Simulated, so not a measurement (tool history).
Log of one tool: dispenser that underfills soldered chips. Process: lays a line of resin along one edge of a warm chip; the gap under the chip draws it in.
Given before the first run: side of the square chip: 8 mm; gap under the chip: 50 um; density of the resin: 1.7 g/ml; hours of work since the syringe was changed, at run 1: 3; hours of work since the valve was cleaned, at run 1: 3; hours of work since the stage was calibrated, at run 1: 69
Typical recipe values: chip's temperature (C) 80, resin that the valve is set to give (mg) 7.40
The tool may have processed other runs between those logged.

run	hour	chip's temperature (C)	resin that the valve is set to give (mg)	hours of work since the syringe was changed	hours of work since the valve was cleaned	hours of work since the stage was calibrated	time until the resin shows at the far edge (s)	resin that the valve gave (mg)
1	0.0	80	7.40	3	3	69	35.5	7.41
2	6.1	80	7.40	7	7	74	40.8	7.30
# hour 10.1: new syringe of resin
3	12.2	80	7.40	1	11	78	32.6	7.29
4	23.5	72	7.40	9	19	86	65.1	7.26
# hour 24.4: new syringe of resin
5	31.7	80	9.29	5	25	91	37.3	9.13
# hour 39.0: new syringe of resin
6	41.9	80	6.89	2	32	98	34.6	6.72
# hour 53.2: new syringe of resin
7	54.2	80	7.54	1	40	107	32.9	7.27
8	61.4	80	7.40	6	45	112	39.1	7.20
# hour 67.5: new syringe of resin
9	70.0	80	7.40	2	51	118	33.8	7.08
10	78.7	80	7.40	8	57	124	42.6	7.07
# hour 82.0: new syringe of resin
11	87.5	80	7.40	4	63	130	37.0	7.05
12	93.5	80	8.68	8	67	134	43.0	8.22
# hour 96.1: new syringe of resin
13	103.3	80	8.56	5	74	141	37.7	8.00
# hour 110.3: new syringe of resin
# hour 112.3: dispensing valve cleaned and set on the balance
14	115.6	80	8.56	3	2	148	35.8	8.60
15	123.3	80	8.56	8	8	154	42.7	8.53
# hour 125.4: new syringe of resin
16	134.5	80	7.36	6	15	161	41.2	7.22
# hour 139.7: new syringe of resin
17	142.6	82	7.17	2	21	167	32.8	7.13
# hour 153.9: new syringe of resin
18	154.7	83	8.62	1	29	175	27.9	8.45
19	160.8	77	7.00	5	33	179	46.3	6.91
# hour 168.3: new syringe of resin
20	170.9	77	7.00	2	40	186	41.0	6.75
21	179.3	76	6.30	8	46	192	57.1	6.09
# hour 182.5: new syringe of resin
22	187.2	80	6.33	3	52	198	38.2	6.14
# hour 197.0: new syringe of resin
23	198.3	85	7.67	1	59	205	26.7	7.31
24	203.4	86	7.67	5	63	209	29.8	7.27
# hour 211.2: new syringe of resin
25	211.4	86	7.67	0	68	214	25.2	7.30
26	217.0	76	7.40	4	72	218	46.8	6.94
27	223.6	76	8.46	9	77	223	53.7	8.00
# hour 225.8: new syringe of resin
# hour 228.5: dispensing valve cleaned and set on the balance
28	236.6	92	9.19	7	6	231	23.4	9.11
# hour 241.4: new syringe of resin
29	247.1	92	9.19	4	13	238	21.5	9.16
# hour 255.8: new syringe of resin
30	256.0	92	7.76	0	19	244	18.9	7.64
31	268.0	79	9.23	9	27	253	47.0	9.01

Some steps in time until the resin shows at the far edge (s), run to run, broken into two amounts with sign: the step expected even without the hidden condition (settings, incoming material, random variation), and the rest, left for the hidden condition together with whatever gauge scatter is not in both the measured and the hidden-condition-free result:
Hidden conditions of the tool in this case: resin's viscosity, % of fresh resin's; dose that the valve gives, % of what is set; true chip temperature over the reading, C; drift of the gauge itself on fill_s, %; drift of the gauge itself on given_mg, %.
Run 3 -> 4: chip's temperature (C) 80 -> 72. time until the resin shows at the far edge (s) +32.5: hidden state +18.2, all else +14.3.
Run 4 -> 5: chip's temperature (C) 72 -> 80, resin that the valve is set to give (mg) 7.40 -> 9.29, new syringe of resin. time until the resin shows at the far edge (s) -27.8: hidden state -12.8, all else -15.0.
Run 27 -> 28: chip's temperature (C) 76 -> 92, resin that the valve is set to give (mg) 8.46 -> 9.19, new syringe of resin, dispensing valve cleaned and set on the balance. time until the resin shows at the far edge (s) -30.3: hidden state -11.9, all else -18.4.
Run 30 -> 31: chip's temperature (C) 92 -> 79, resin that the valve is set to give (mg) 7.76 -> 9.23. time until the resin shows at the far edge (s) +28.1: hidden state +14.2, all else +13.9.
